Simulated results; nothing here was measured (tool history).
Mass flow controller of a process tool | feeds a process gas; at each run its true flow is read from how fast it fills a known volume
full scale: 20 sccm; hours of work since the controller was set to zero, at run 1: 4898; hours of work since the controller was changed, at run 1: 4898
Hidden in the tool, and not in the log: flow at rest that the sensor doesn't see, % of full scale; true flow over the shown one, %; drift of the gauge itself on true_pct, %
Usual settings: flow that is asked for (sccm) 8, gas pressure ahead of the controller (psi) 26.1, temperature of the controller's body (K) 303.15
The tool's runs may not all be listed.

run,hour,flow that is asked for (sccm),gas pressure ahead of the controller (psi),temperature of the controller's body (K),hours of work since the controller was set to zero,hours of work since the controller was changed,true flow (%)
1,0,8,26.1,303.15,4898,4898,101.44
2,171.8,8,26.1,303.15,5014,5014,101.45
3,434.5,8,29.3,303.15,5191,5191,101.61
4,832.7,8,29.3,304.15,5459,5459,101.78
5,1133.5,8,29.3,304.15,5662,5662,101.86
6,1413.1,8,36.1,304.15,5851,5851,102.1
7,1685.8,8,26.1,303.15,6035,6035,102.05
8,1905.1,8,36.4,303.15,6182,6182,102.26
9,2183.4,8,26.1,303.15,6370,6370,102.25
# hour 2255: controller's zero set anew
10,2469,8,32.8,303.15,144,6562,101.42
11,2777.1,8,21.9,305.15,352,6770,101.49
12,3178.4,8,26.1,303.15,623,7041,101.79
13,3485.5,17,38.3,303.15,830,7248,103.12
14,3897.6,17,38.3,303.15,1108,7526,103.26
15,4183.5,9,23.2,303.15,1300,7718,102.03
16,4399.9,5,23.2,297.15,1446,7864,101.42
17,4797.1,8,28.3,312.15,1714,8132,102.67
18,5056.1,4,20.6,297.15,1889,8307,101.69
19,5326,8,26.1,293.15,2071,8489,101.73

Forecast each of these 3 alternatives for the next run:
A,5602.9,8,26.1,303.15,2257,8675,?
B,5602.9,8,27.3,303.15,2257,8675,?
C,5602.9,8,26.1,297.15,2257,8675,?

run,true flow (%)
A,102.52
B,102.58
C,102.15
Without the tool's hidden state the same runs would have given:
run,true flow (%)
A,98.68
B,98.75
C,98.31
